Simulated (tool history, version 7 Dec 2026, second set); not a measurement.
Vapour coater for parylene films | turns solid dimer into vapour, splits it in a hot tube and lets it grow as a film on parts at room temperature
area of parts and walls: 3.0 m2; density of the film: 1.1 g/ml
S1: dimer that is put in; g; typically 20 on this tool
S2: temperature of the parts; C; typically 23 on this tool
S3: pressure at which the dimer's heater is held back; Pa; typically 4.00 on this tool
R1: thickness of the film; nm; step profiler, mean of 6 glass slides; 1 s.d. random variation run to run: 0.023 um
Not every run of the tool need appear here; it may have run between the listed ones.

run,day,S1,S2,S3,R1
1,0.000,20,23,4.00,2880
2,0.617,20,23,4.00,2870
3,1.521,20,23,4.00,2840
4,2.058,11,23,4.00,1590
5,2.712,11,23,4.00,1570
6,3.733,11,23,4.00,1560
7,4.233,11,23,4.00,1550
8,5.300,20,23,5.02,2730
9,5.896,20,23,2.89,3040
10,6.771,20,23,2.89,2980
11,7.400,8,23,5.01,1060
12,8.062,22,17,5.01,3930
13,9.100,22,19,5.92,3430
# day 9.375: trap's valve overhauled
14,10.125,22,16,10.40,3480
15,11.108,9,29,2.75,1040
16,11.883,9,29,2.75,1030
17,12.767,16,20,11.66,2090
18,13.875,16,20,5.06,2450
19,14.558,9,19,4.00,1470

Alternative continuations, all from the tool just after run 19; predict every row:
A,15.488,20,17,9.56,?
B,15.488,20,23,2.51,?
C,15.488,32,23,4.00,?
D,15.488,25,16,3.97,?

run,R1
A,3060
B,2990
C,4410
D,4720
Had the tool no hidden state, the same runs would have come out as:
run,R1
A,3230
B,3150
C,4650
D,4980

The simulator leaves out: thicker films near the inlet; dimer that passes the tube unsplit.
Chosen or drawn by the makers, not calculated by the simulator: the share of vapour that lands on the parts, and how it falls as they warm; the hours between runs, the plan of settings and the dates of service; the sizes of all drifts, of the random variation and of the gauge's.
